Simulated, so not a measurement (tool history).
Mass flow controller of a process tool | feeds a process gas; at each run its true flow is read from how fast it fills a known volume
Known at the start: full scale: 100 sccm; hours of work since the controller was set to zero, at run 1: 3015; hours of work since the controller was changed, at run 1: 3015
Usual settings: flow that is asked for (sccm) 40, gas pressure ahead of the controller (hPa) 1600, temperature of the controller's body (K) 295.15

run	hour	flow that is asked for (sccm)	gas pressure ahead of the controller (hPa)	temperature of the controller's body (K)	hours of work since the controller was set to zero	hours of work since the controller was changed	true flow (%)
1	0.0	40	1600	295.15	3015	3015	98.60
2	174.2	40	1600	295.15	3118	3118	98.78
3	272.3	40	1600	295.15	3175	3175	99.13
4	391.2	40	1600	309.15	3245	3245	100.64
5	555.4	40	1600	309.15	3341	3341	101.04
6	644.7	40	1600	309.15	3393	3393	100.98
7	764.4	40	1890	295.15	3464	3464	99.32
8	916.0	40	1890	295.15	3552	3552	99.58
9	1100.8	40	1890	295.15	3661	3661	99.78
10	1286.7	40	1600	295.15	3770	3770	99.99
11	1392.6	40	1600	295.15	3832	3832	100.16
12	1484.0	40	1600	295.15	3885	3885	100.25
13	1602.6	40	1600	295.15	3955	3955	100.41
14	1704.5	40	1600	298.15	4015	4015	100.67
15	1802.4	40	1830	295.15	4072	4072	100.64
16	1935.3	40	1830	295.15	4150	4150	100.67
# hour 2015.4: gauge calibrated
17	2064.1	11	2110	297.15	4226	4226	98.13
18	2225.0	11	2110	297.15	4320	4320	98.43
19	2404.2	11	2280	297.15	4425	4425	98.46
20	2548.1	19	1660	307.15	4509	4509	100.08
21	2712.9	19	1660	307.15	4606	4606	100.32
22	2797.2	19	1660	307.15	4655	4655	100.39
23	2955.9	11	2640	307.15	4748	4748	100.08
24	3124.3	53	2210	312.15	4847	4847	101.88
25	3201.1	15	2210	309.15	4892	4892	100.73
26	3321.0	48	1460	303.15	4962	4962	101.31
27	3435.2	40	1490	293.15	5029	5029	100.03
28	3525.4	12	1490	294.15	5082	5082	99.62
29	3644.4	12	1490	294.15	5152	5152	99.91
30	3784.4	16	1600	295.15	5234	5234	100.13
31	3887.7	67	2190	295.15	5295	5295	100.84

Measured less the same run without the tool's hidden state. The same run-to-run variation is in both; the gauge's scatter may not be:
The hidden state here: flow at rest that the sensor doesn't see, % of full scale; true flow over the shown one, %; drift of the gauge itself on true_pct, %.
run	true flow (%)
1	-0.01
2	+0.17
3	+0.29
4	+0.42
5	+0.60
6	+0.69
7	+0.81
8	+0.97
9	+1.17
10	+1.37
11	+1.48
12	+1.58
13	+1.71
14	+1.82
15	+1.93
16	+2.06
17	+0.01
18	+0.19
19	+0.38
20	+0.55
21	+0.74
22	+0.82
23	+0.97
24	+1.20
25	+1.25
26	+1.40
27	+1.51
28	+1.58
29	+1.70
30	+1.86
31	+2.01
